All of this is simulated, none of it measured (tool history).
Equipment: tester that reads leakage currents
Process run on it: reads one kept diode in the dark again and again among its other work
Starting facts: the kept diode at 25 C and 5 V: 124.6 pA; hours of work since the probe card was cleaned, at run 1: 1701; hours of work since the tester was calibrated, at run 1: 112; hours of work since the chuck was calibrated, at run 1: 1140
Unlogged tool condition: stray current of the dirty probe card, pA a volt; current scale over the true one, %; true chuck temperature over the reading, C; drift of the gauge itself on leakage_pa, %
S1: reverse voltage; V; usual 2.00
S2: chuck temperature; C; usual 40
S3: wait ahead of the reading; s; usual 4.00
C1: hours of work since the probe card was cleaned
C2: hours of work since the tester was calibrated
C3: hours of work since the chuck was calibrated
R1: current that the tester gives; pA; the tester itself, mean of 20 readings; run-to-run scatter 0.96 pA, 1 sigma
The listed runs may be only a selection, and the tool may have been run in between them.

{"run": 1, "hour": 0.0, "S1": 2.0, "S2": 40, "S3": 4.0, "C1": 1701, "C2": 112, "C3": 1140, "R1": 317.74}
{"run": 2, "hour": 101.2, "S1": 2.0, "S2": 40, "S3": 4.0, "C1": 1748, "C2": 159, "C3": 1187, "R1": 318.6}
{"hour": 150.8, "done": "probe card cleaned and baked"}
{"run": 3, "hour": 250.9, "S1": 2.0, "S2": 30, "S3": 4.0, "C1": 46, "C2": 226, "C3": 1254, "R1": 133.12}
{"run": 4, "hour": 397.3, "S1": 2.0, "S2": 30, "S3": 4.0, "C1": 114, "C2": 294, "C3": 1322, "R1": 133.35}
{"run": 5, "hour": 521.9, "S1": 2.0, "S2": 30, "S3": 4.0, "C1": 171, "C2": 352, "C3": 1379, "R1": 133.49}
{"run": 6, "hour": 666.0, "S1": 2.0, "S2": 30, "S3": 5.32, "C1": 238, "C2": 418, "C3": 1446, "R1": 133.17}
{"run": 7, "hour": 811.0, "S1": 1.37, "S2": 40, "S3": 4.0, "C1": 305, "C2": 485, "C3": 1513, "R1": 272.04}
{"run": 8, "hour": 935.3, "S1": 1.37, "S2": 40, "S3": 4.0, "C1": 362, "C2": 542, "C3": 1570, "R1": 272.3}
{"run": 9, "hour": 1038.7, "S1": 1.48, "S2": 40, "S3": 4.0, "C1": 410, "C2": 590, "C3": 1618, "R1": 281.54}
{"run": 10, "hour": 1111.5, "S1": 2.0, "S2": 40, "S3": 4.0, "C1": 443, "C2": 624, "C3": 1652, "R1": 318.75}
{"run": 11, "hour": 1174.2, "S1": 2.0, "S2": 40, "S3": 3.25, "C1": 472, "C2": 653, "C3": 1681, "R1": 320.22}
{"run": 12, "hour": 1274.0, "S1": 2.0, "S2": 40, "S3": 4.0, "C1": 519, "C2": 699, "C3": 1727, "R1": 319.16}
{"run": 13, "hour": 1352.7, "S1": 2.0, "S2": 40, "S3": 2.09, "C1": 555, "C2": 735, "C3": 1763, "R1": 319.83}
{"run": 14, "hour": 1427.3, "S1": 2.0, "S2": 40, "S3": 2.09, "C1": 589, "C2": 770, "C3": 1797, "R1": 319.64}
{"run": 15, "hour": 1570.9, "S1": 1.34, "S2": 40, "S3": 4.0, "C1": 656, "C2": 836, "C3": 1864, "R1": 270.03}
{"run": 16, "hour": 1702.8, "S1": 1.34, "S2": 40, "S3": 4.0, "C1": 716, "C2": 897, "C3": 1925, "R1": 269.08}
{"hour": 1825.4, "done": "chuck's temperature calibrated"}
{"run": 17, "hour": 1851.2, "S1": 2.64, "S2": 40, "S3": 4.0, "C1": 784, "C2": 964, "C3": 12, "R1": 358.18}
{"run": 18, "hour": 1957.4, "S1": 2.64, "S2": 40, "S3": 4.0, "C1": 833, "C2": 1013, "C3": 61, "R1": 362.16}
{"run": 19, "hour": 2103.0, "S1": 2.0, "S2": 40, "S3": 4.0, "C1": 900, "C2": 1081, "C3": 128, "R1": 318.72}
{"run": 20, "hour": 2204.5, "S1": 2.0, "S2": 40, "S3": 4.0, "C1": 947, "C2": 1127, "C3": 175, "R1": 320.28}
{"run": 21, "hour": 2307.3, "S1": 2.0, "S2": 40, "S3": 4.0, "C1": 995, "C2": 1175, "C3": 222, "R1": 319.19}
{"run": 22, "hour": 2387.3, "S1": 4.37, "S2": 31, "S3": 1.0, "C1": 1032, "C2": 1212, "C3": 259, "R1": 204.83}
{"run": 23, "hour": 2487.7, "S1": 4.37, "S2": 31, "S3": 1.0, "C1": 1078, "C2": 1258, "C3": 306, "R1": 204.59}
{"run": 24, "hour": 2629.5, "S1": 4.37, "S2": 31, "S3": 1.0, "C1": 1143, "C2": 1324, "C3": 371, "R1": 205.06}
{"run": 25, "hour": 2758.0, "S1": 4.37, "S2": 31, "S3": 1.0, "C1": 1203, "C2": 1383, "C3": 430, "R1": 204.4}
{"run": 26, "hour": 2908.6, "S1": 2.94, "S2": 26, "S3": 0.75, "C1": 1272, "C2": 1452, "C3": 500, "R1": 110.3}
{"run": 27, "hour": 3023.2, "S1": 2.94, "S2": 32, "S3": 0.37, "C1": 1325, "C2": 1505, "C3": 553, "R1": 190.77}
{"run": 28, "hour": 3115.5, "S1": 2.94, "S2": 29, "S3": 0.81, "C1": 1368, "C2": 1548, "C3": 596, "R1": 145.06}
{"run": 29, "hour": 3240.5, "S1": 2.0, "S2": 25, "S3": 0.34, "C1": 1425, "C2": 1606, "C3": 653, "R1": 86.52}
{"run": 30, "hour": 3310.0, "S1": 3.28, "S2": 25, "S3": 2.98, "C1": 1457, "C2": 1638, "C3": 685, "R1": 104.89}
{"run": 31, "hour": 3378.7, "S1": 3.28, "S2": 25, "S3": 2.98, "C1": 1489, "C2": 1669, "C3": 717, "R1": 104.61}
{"run": 32, "hour": 3520.9, "S1": 6.26, "S2": 25, "S3": 7.82, "C1": 1555, "C2": 1735, "C3": 783, "R1": 137.59}
{"run": 33, "hour": 3620.1, "S1": 8.06, "S2": 25, "S3": 6.62, "C1": 1601, "C2": 1781, "C3": 828, "R1": 153.8}
{"run": 34, "hour": 3737.1, "S1": 8.06, "S2": 25, "S3": 6.62, "C1": 1655, "C2": 1835, "C3": 882, "R1": 154.12}
{"run": 35, "hour": 3803.4, "S1": 10.14, "S2": 40, "S3": 0.35, "C1": 1685, "C2": 1866, "C3": 913, "R1": 640.6}
{"run": 36, "hour": 3909.2, "S1": 10.14, "S2": 40, "S3": 0.35, "C1": 1734, "C2": 1914, "C3": 962, "R1": 639.98}
{"hour": 3984.1, "done": "probe card cleaned and baked"}
{"run": 37, "hour": 4032.6, "S1": 6.22, "S2": 24, "S3": 4.0, "C1": 22, "C2": 1970, "C3": 1018, "R1": 124.52}
{"run": 38, "hour": 4130.1, "S1": 2.0, "S2": 40, "S3": 3.24, "C1": 67, "C2": 2015, "C3": 1063, "R1": 319.83}
{"run": 39, "hour": 4197.9, "S1": 2.0, "S2": 40, "S3": 0.51, "C1": 99, "C2": 2046, "C3": 1094, "R1": 319.36}
{"run": 40, "hour": 4299.2, "S1": 7.92, "S2": 54, "S3": 2.77, "C1": 145, "C2": 2093, "C3": 1141, "R1": 1756.89}

Describe how what the log doesn't record of the tool's condition differs between the last listed run preceding each entry between runs and the first listed run following it.
Runs 2 to 3: probe card cleaned and baked (hour 150.8)
  stray current of the dirty probe card, pA a volt: 0.108 -> 0.022
  difference, measured minus the result without the unlogged condition, R1: -0.32 -> -0.23 pA
Runs 16 to 17: chuck's temperature calibrated (hour 1825.4)
  stray current of the dirty probe card, pA a volt: 0.055 -> 0.058; true chuck temperature over the reading, C: -0.03 -> 0
  difference, measured minus the result without the unlogged condition, R1: -0.65 -> +0.10 pA
Runs 36 to 37: probe card cleaned and baked (hour 3984.1)
  stray current of the dirty probe card, pA a volt: 0.106 -> 0.021
  difference, measured minus the result without the unlogged condition, R1: +0.05 -> -0.18 pA
